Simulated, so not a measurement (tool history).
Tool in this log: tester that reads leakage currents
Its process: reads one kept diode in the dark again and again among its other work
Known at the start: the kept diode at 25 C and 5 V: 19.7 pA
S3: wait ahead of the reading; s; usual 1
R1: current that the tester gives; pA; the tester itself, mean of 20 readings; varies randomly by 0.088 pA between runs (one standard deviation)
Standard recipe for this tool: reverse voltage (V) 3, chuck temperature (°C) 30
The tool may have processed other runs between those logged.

run 1 hour=0 | reverse_voltage_(V)=3 chuck_temperature_(°C)=30 S3=1 | R1=32.11
run 2 hour=57 | reverse_voltage_(V)=3 chuck_temperature_(°C)=30 S3=1 | R1=32.1
run 3 hour=89.9 | reverse_voltage_(V)=3 chuck_temperature_(°C)=30 S3=1 | R1=32.15
run 4 hour=119.5 | reverse_voltage_(V)=3 chuck_temperature_(°C)=30 S3=1 | R1=32.22
run 5 hour=148.9 | reverse_voltage_(V)=3 chuck_temperature_(°C)=30 S3=1 | R1=32.61
run 6 hour=189.6 | reverse_voltage_(V)=5.2 chuck_temperature_(°C)=30 S3=1 | R1=42.27
run 7 hour=219.3 | reverse_voltage_(V)=3 chuck_temperature_(°C)=30 S3=9.8 | R1=32.04
run 8 hour=270.6 | reverse_voltage_(V)=3 chuck_temperature_(°C)=30 S3=9.8 | R1=32.2
run 9 hour=330.3 | reverse_voltage_(V)=3 chuck_temperature_(°C)=30 S3=9.8 | R1=32.36
run 10 hour=364.4 | reverse_voltage_(V)=3 chuck_temperature_(°C)=30 S3=1 | R1=33.05
run 11 hour=423.7 | reverse_voltage_(V)=3 chuck_temperature_(°C)=30 S3=1 | R1=33.07
run 12 hour=454.8 | reverse_voltage_(V)=3 chuck_temperature_(°C)=30 S3=0.37 | R1=34.33
-- hour=494.9 chuck's temperature calibrated
run 13 hour=504.6 | reverse_voltage_(V)=3 chuck_temperature_(°C)=30 S3=0.37 | R1=29.43
run 14 hour=566.3 | reverse_voltage_(V)=3 chuck_temperature_(°C)=30 S3=0.37 | R1=29.49
-- hour=573.1 probe card cleaned and baked
run 15 hour=617.1 | reverse_voltage_(V)=3 chuck_temperature_(°C)=30 S3=9.38 | R1=29.59
-- hour=671.4 probe card cleaned and baked, once more
run 16 hour=675.1 | reverse_voltage_(V)=3 chuck_temperature_(°C)=30 S3=9.38 | R1=24.08
run 17 hour=710.1 | reverse_voltage_(V)=3 chuck_temperature_(°C)=30 S3=1 | R1=24.47
run 18 hour=757.3 | reverse_voltage_(V)=3 chuck_temperature_(°C)=30 S3=1 | R1=24.42
run 19 hour=817 | reverse_voltage_(V)=3 chuck_temperature_(°C)=30 S3=1 | R1=24.74
run 20 hour=858 | reverse_voltage_(V)=3 chuck_temperature_(°C)=30 S3=1 | R1=24.99
run 21 hour=892.1 | reverse_voltage_(V)=3 chuck_temperature_(°C)=30 S3=1 | R1=25.07
run 22 hour=931.7 | reverse_voltage_(V)=3 chuck_temperature_(°C)=37 S3=6.67 | R1=40.72
run 23 hour=981.7 | reverse_voltage_(V)=3 chuck_temperature_(°C)=30 S3=6.67 | R1=24.69
run 24 hour=1011.4 | reverse_voltage_(V)=3 chuck_temperature_(°C)=30 S3=6.67 | R1=24.99
run 25 hour=1055.3 | reverse_voltage_(V)=1.02 chuck_temperature_(°C)=35 S3=1 | R1=23.81
run 26 hour=1082.6 | reverse_voltage_(V)=3.53 chuck_temperature_(°C)=20 S3=2.12 | R1=12.9
run 27 hour=1139.8 | reverse_voltage_(V)=3.53 chuck_temperature_(°C)=20 S3=2.12 | R1=13.14
run 28 hour=1181.6 | reverse_voltage_(V)=1.41 chuck_temperature_(°C)=30 S3=1 | R1=19.12
run 29 hour=1221.4 | reverse_voltage_(V)=1.87 chuck_temperature_(°C)=23 S3=5.08 | R1=12.74
run 30 hour=1272.6 | reverse_voltage_(V)=4.76 chuck_temperature_(°C)=29 S3=1.27 | R1=29.02
run 31 hour=1311.7 | reverse_voltage_(V)=3.24 chuck_temperature_(°C)=56 S3=0.37 | R1=151.99
run 32 hour=1340.7 | reverse_voltage_(V)=1.07 chuck_temperature_(°C)=33 S3=0.8 | R1=21.64
run 33 hour=1395.2 | reverse_voltage_(V)=3 chuck_temperature_(°C)=30 S3=0.37 | R1=27.3
run 34 hour=1431.8 | reverse_voltage_(V)=1.07 chuck_temperature_(°C)=43 S3=2.94 | R1=42.89

Alternative continuations, all from the tool just after run 34; predict every row:
run A hour=1469.5 | reverse_voltage_(V)=2.23 chuck_temperature_(°C)=43 S3=0.69 | R1=?
run B hour=1469.5 | reverse_voltage_(V)=1.07 chuck_temperature_(°C)=57 S3=3.43 | R1=?
run C hour=1469.5 | reverse_voltage_(V)=1.07 chuck_temperature_(°C)=43 S3=1.62 | R1=?
run D hour=1469.5 | reverse_voltage_(V)=18.65 chuck_temperature_(°C)=43 S3=1.35 | R1=?
run E hour=1469.5 | reverse_voltage_(V)=1.16 chuck_temperature_(°C)=58 S3=0.83 | R1=?

run=A R1=57.36
run=B R1=106.49
run=C R1=43.12
run=D R1=133.24
run=E R1=116.58
Take away the tool's hidden state, keep each run's random variation, and the runs would have read:
run=A R1=54.24
run=B R1=102.06
run=C R1=40.96
run=D R1=121.64
run=E R1=111.77
